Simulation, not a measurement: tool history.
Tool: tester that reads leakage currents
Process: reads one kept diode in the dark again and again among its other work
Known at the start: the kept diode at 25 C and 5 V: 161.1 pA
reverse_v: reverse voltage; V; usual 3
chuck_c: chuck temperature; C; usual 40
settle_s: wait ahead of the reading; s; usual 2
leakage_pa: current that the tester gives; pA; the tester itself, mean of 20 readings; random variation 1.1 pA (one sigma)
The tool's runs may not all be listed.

run,hour,reverse_v,chuck_c,settle_s,leakage_pa
1,0,3,40,2,356.94
2,24.5,3,40,2,358.36
3,38.9,10.39,40,2,731.22
4,64,10.39,40,2,727.91
5,91.1,6.77,40,2,566.59
6,121.4,6.77,40,2,569.83
7,144.6,6.77,40,2,570.16
8,166.4,6.77,22,2,154.66
9,182.2,6.77,22,2,153.99
10,198.3,6.77,22,2,153.79
11,217.1,6.77,22,2,153.98
12,240.6,3,40,1.66,356.47
13,256.7,3,40,1.66,354.09
14,271.5,3,40,1.66,355.2
15,301.2,17.36,40,2,971.2
16,316.9,17.36,40,2,979.99
# hour 320.7: tester calibrated
17,339.4,17.36,40,2,976.07
18,356.2,10.64,32,2,418.53
19,385.9,8.48,32,3.92,364.57
20,412.5,3,40,3.5,354.49
21,430,2.99,40,0.46,351.63
# hour 453.5: tester calibrated, once more
22,461.3,11.92,32,0.42,450.41
23,475.2,3,40,1.46,353.44
24,494.2,2.3,40,0.36,304.21
25,516.5,2.3,40,2.24,304.02
26,539.8,2.3,40,2.24,302.42
27,553.4,2.3,40,2.24,302.82
28,568,9.32,40,2.65,678.07
29,581.7,13.53,41,2.9,909.5
30,597.4,2.2,26,0.42,106.84
31,610.8,2.07,21,0.36,70.83

Some steps in leakage_pa between neighbouring runs. How much of each would the tool show without its hidden state too (settings, what came in, random variation), and how much is left for the hidden state, with any gauge scatter that isn't in both results?
The hidden state here: stray current of the dirty probe card, pA a volt; current scale over the true one, %; true chuck temperature over the reading, C; drift of the gauge itself on leakage_pa, %.
Run 7 -> 8: chuck_c 40 -> 22. leakage_pa -415.5 pA: hidden state +24.09, all else -439.59.
Run 14 -> 15: reverse_v 3 -> 17.36, settle_s 1.66 -> 2. leakage_pa +616 pA: hidden state -11.87, all else +627.87.
Run 17 -> 18: reverse_v 17.36 -> 10.64, chuck_c 40 -> 32. leakage_pa -557.54 pA: hidden state +24, all else -581.54.
Run 29 -> 30: reverse_v 13.53 -> 2.2, chuck_c 41 -> 26, settle_s 2.9 -> 0.42. leakage_pa -802.66 pA: hidden state +29.13, all else -831.79.
